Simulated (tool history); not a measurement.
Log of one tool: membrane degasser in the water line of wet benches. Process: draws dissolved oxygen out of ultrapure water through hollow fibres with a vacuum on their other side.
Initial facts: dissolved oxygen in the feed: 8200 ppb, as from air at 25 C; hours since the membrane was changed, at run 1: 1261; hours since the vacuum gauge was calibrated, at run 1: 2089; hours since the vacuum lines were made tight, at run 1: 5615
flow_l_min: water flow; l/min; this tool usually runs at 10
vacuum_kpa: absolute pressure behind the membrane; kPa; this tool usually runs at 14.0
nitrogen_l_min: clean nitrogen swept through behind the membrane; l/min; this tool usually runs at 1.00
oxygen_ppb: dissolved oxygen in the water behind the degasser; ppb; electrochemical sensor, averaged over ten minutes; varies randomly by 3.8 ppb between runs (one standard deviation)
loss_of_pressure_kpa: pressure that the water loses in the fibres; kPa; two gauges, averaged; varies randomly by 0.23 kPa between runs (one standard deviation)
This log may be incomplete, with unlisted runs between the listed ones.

run,hour,flow_l_min,vacuum_kpa,nitrogen_l_min,hours since the membrane was changed,hours since the vacuum gauge was calibrated,hours since the vacuum lines were made tight,oxygen_ppb,loss_of_pressure_kpa
1,0.0,10,14.0,1.00,1261,2089,5615,393.4,56.15
2,35.6,10,14.0,1.00,1297,2124,5650,385.5,56.33
3,68.2,10,14.0,1.00,1329,2157,5683,383.5,56.38
4,116.0,10,14.0,1.00,1377,2205,5731,381.4,56.03
5,145.5,10,14.0,1.00,1407,2234,5760,389.5,55.92
6,182.4,10,14.0,1.00,1444,2271,5797,384.7,56.17
7,221.3,10,14.0,1.00,1483,2310,5836,385.9,56.26
8,240.8,10,14.0,1.00,1502,2329,5856,384.9,56.42
9,263.4,10,14.0,1.00,1525,2352,5878,393.6,56.14
10,306.9,10,14.0,1.00,1568,2395,5922,384.8,55.81
11,344.1,9,12.8,0.43,1605,2433,5959,536.5,50.59
12,379.9,9,12.8,0.46,1641,2468,5995,506.2,50.69
13,407.1,9,12.8,0.46,1668,2496,6022,511.3,50.85
14,432.4,8,32.6,0.51,1694,2521,6047,1029.4,45.29

What does the tool deliver on the next run?
15,477.7,8,33.8,2.29,1739,2566,6092,?,?

Run 15 produced oxygen_ppb 337.3 ppb, loss_of_pressure_kpa 45.04 kPa.
On a tool with no hidden condition, and with the same random variation, this run would have come out at oxygen_ppb 330.2 ppb, loss_of_pressure_kpa 44.80 kPa.
